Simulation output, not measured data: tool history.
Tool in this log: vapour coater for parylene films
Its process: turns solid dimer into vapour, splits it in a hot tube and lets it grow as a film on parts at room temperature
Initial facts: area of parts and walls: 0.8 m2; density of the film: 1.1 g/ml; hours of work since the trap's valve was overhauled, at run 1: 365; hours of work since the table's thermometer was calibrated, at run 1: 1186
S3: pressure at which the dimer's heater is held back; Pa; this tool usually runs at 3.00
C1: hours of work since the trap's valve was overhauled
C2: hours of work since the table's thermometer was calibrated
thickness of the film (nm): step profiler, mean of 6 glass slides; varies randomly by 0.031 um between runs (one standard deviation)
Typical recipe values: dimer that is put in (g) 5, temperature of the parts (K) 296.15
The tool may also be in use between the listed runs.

Run 1, day 0.000: usual settings; C1 365; C2 1186. Result: thickness of the film (nm) 3090.
At day 1.179: trap's valve overhauled.
Run 2, day 1.521: usual settings but temperature of the parts (K) 301.15; C1 7; C2 1213. Result: thickness of the film (nm) 2420.
Run 3, day 3.367: usual settings but temperature of the parts (K) 291.15; C1 44; C2 1251. Result: thickness of the film (nm) 3770.
Run 4, day 4.804: usual settings but temperature of the parts (K) 291.15, S3 4.22 Pa; C1 73; C2 1280. Result: thickness of the film (nm) 3640.
Run 5, day 7.075: usual settings; C1 119; C2 1325. Result: thickness of the film (nm) 3020.
Run 6, day 8.875: usual settings; C1 155; C2 1362. Result: thickness of the film (nm) 3080.
Run 7, day 11.038: usual settings but dimer that is put in (g) 2; C1 199; C2 1405. Result: thickness of the film (nm) 1200.
Run 8, day 13.625: usual settings but dimer that is put in (g) 2; C1 251; C2 1458. Result: thickness of the film (nm) 1190.
Run 9, day 15.921: usual settings but dimer that is put in (g) 2; C1 297; C2 1504. Result: thickness of the film (nm) 1170.
Run 10, day 18.683: usual settings but dimer that is put in (g) 2; C1 353; C2 1560. Result: thickness of the film (nm) 1240.
At day 20.312: trap's valve overhauled.
Run 11, day 21.688: usual settings but dimer that is put in (g) 2; C1 28; C2 1617. Result: thickness of the film (nm) 1230.
Run 12, day 23.704: usual settings; C1 68; C2 1658. Result: thickness of the film (nm) 3030.
Run 13, day 25.583: usual settings; C1 106; C2 1696. Result: thickness of the film (nm) 3080.
Run 14, day 27.829: usual settings but S3 2.85 Pa; C1 152; C2 1741. Result: thickness of the film (nm) 3020.
Run 15, day 29.454: usual settings; C1 184; C2 1774. Result: thickness of the film (nm) 3020.
Run 16, day 32.200: usual settings but dimer that is put in (g) 8; C1 240; C2 1829. Result: thickness of the film (nm) 4800.
Run 17, day 35.033: usual settings but dimer that is put in (g) 8; C1 297; C2 1886. Result: thickness of the film (nm) 4830.
Run 18, day 36.433: usual settings but dimer that is put in (g) 8; C1 325; C2 1914. Result: thickness of the film (nm) 4880.
Run 19, day 39.012: usual settings but dimer that is put in (g) 8; C1 377; C2 1966. Result: thickness of the film (nm) 4860.
At day 39.567: trap's valve overhauled.
Run 20, day 41.754: usual settings but dimer that is put in (g) 8, S3 4.79 Pa; C1 44; C2 2018. Result: thickness of the film (nm) 4550.
Run 21, day 42.958: usual settings but S3 11.46 Pa; C1 68; C2 2043. Result: thickness of the film (nm) 2550.
Run 22, day 45.750: usual settings but S3 11.46 Pa; C1 125; C2 2099. Result: thickness of the film (nm) 2490.
Run 23, day 47.200: usual settings but temperature of the parts (K) 294.15; C1 154; C2 2128. Result: thickness of the film (nm) 3330.
Run 24, day 48.738: usual settings but temperature of the parts (K) 294.15; C1 185; C2 2159. Result: thickness of the film (nm) 3280.
Run 25, day 51.504: usual settings but temperature of the parts (K) 294.15; C1 241; C2 2215. Result: thickness of the film (nm) 3310.
Run 26, day 53.279: usual settings but temperature of the parts (K) 294.15; C1 277; C2 2251. Result: thickness of the film (nm) 3280.
Run 27, day 55.479: usual settings but dimer that is put in (g) 2, temperature of the parts (K) 293.15, S3 8.09 Pa; C1 321; C2 2295. Result: thickness of the film (nm) 1190.
At day 56.758: table's thermometer calibrated.
Run 28, day 57.638: usual settings but dimer that is put in (g) 2, temperature of the parts (K) 289.15, S3 8.35 Pa; C1 364; C2 18. Result: thickness of the film (nm) 1460.
At day 58.821: trap's valve overhauled.
Run 29, day 59.675: usual settings but dimer that is put in (g) 2, temperature of the parts (K) 289.15, S3 8.35 Pa; C1 17; C2 55. Result: thickness of the film (nm) 1480.
Run 30, day 62.188: usual settings but dimer that is put in (g) 2, S3 3.34 Pa; C1 68; C2 106. Result: thickness of the film (nm) 1210.
Run 31, day 64.204: usual settings but dimer that is put in (g) 9, temperature of the parts (K) 300.15, S3 3.57 Pa; C1 109; C2 147. Result: thickness of the film (nm) 4480.
Run 32, day 66.975: usual settings but dimer that is put in (g) 4, temperature of the parts (K) 289.15, S3 3.94 Pa; C1 164; C2 203. Result: thickness of the film (nm) 3180.
Run 33, day 68.604: usual settings but dimer that is put in (g) 3, S3 9.13 Pa; C1 197; C2 236. Result: thickness of the film (nm) 1550.
Run 34, day 70.517: usual settings but dimer that is put in (g) 2, temperature of the parts (K) 290.15, S3 3.54 Pa; C1 236; C2 274. Result: thickness of the film (nm) 1580.
Run 35, day 71.921: usual settings but temperature of the parts (K) 300.15, S3 3.18 Pa; C1 264; C2 302. Result: thickness of the film (nm) 2520.
Run 36, day 73.500: usual settings but S3 9.35 Pa; C1 296; C2 334. Result: thickness of the film (nm) 2610.
Run 37, day 76.183: usual settings but temperature of the parts (K) 289.15, S3 3.92 Pa; C1 350; C2 389. Result: thickness of the film (nm) 3970.
At day 78.088: trap's valve overhauled.
Run 38, day 78.912: usual settings but temperature of the parts (K) 291.15; C1 17; C2 440. Result: thickness of the film (nm) 3820.
Run 39, day 81.154: usual settings but temperature of the parts (K) 306.15; C1 62; C2 485. Result: thickness of the film (nm) 1950.
Run 40, day 83.512: usual settings but temperature of the parts (K) 297.15, S3 9.80 Pa; C1 109; C2 533. Result: thickness of the film (nm) 2450.
Run 41, day 86.138: usual settings but S3 6.42 Pa; C1 162; C2 586. Result: thickness of the film (nm) 2740.
Run 42, day 87.358: usual settings; C1 187; C2 611. Result: thickness of the film (nm) 3030.
Run 43, day 90.100: usual settings but dimer that is put in (g) 3, temperature of the parts (K) 302.15, S3 4.18 Pa; C1 242; C2 666. Result: thickness of the film (nm) 1330.
Run 44, day 91.575: usual settings but dimer that is put in (g) 3, temperature of the parts (K) 302.15, S3 4.18 Pa; C1 272; C2 696. Result: thickness of the film (nm) 1300.
Run 45, day 93.021: usual settings but dimer that is put in (g) 4, temperature of the parts (K) 302.15, S3 4.18 Pa; C1 301; C2 725. Result: thickness of the film (nm) 1750.
Run 46, day 94.500: usual settings but temperature of the parts (K) 290.15; C1 331; C2 755. Result: thickness of the film (nm) 3940.
Run 47, day 97.021: usual settings but temperature of the parts (K) 290.15; C1 382; C2 806. Result: thickness of the film (nm) 3990.

Here are 4 independent what-if runs from the current tool condition. What would each one return?
At day 97.388: trap's valve overhauled.
Run A, day 99.083: usual settings but dimer that is put in (g) 3, temperature of the parts (K) 295.15; C1 34; C2 844. Result: thickness of the film (nm) ?.
At day 97.388: trap's valve overhauled.
Run B, day 99.083: usual settings but dimer that is put in (g) 4; C1 34; C2 844. Result: thickness of the film (nm) ?.
At day 97.388: trap's valve overhauled.
Run C, day 99.083: usual settings but temperature of the parts (K) 290.15, S3 2.93 Pa; C1 34; C2 844. Result: thickness of the film (nm) ?.
At day 97.388: trap's valve overhauled.
Run D, day 99.083: usual settings but temperature of the parts (K) 294.15, S3 2.57 Pa; C1 34; C2 844. Result: thickness of the film (nm) ?.

run  thickness of the film (nm)
  A                        1910
  B                        2430
  C                        3990
  D                        3360
What these runs would have given with no unlogged condition in the tool:
run  thickness of the film (nm)
  A                        1910
  B                        2430
  C                        3990
  D                        3370
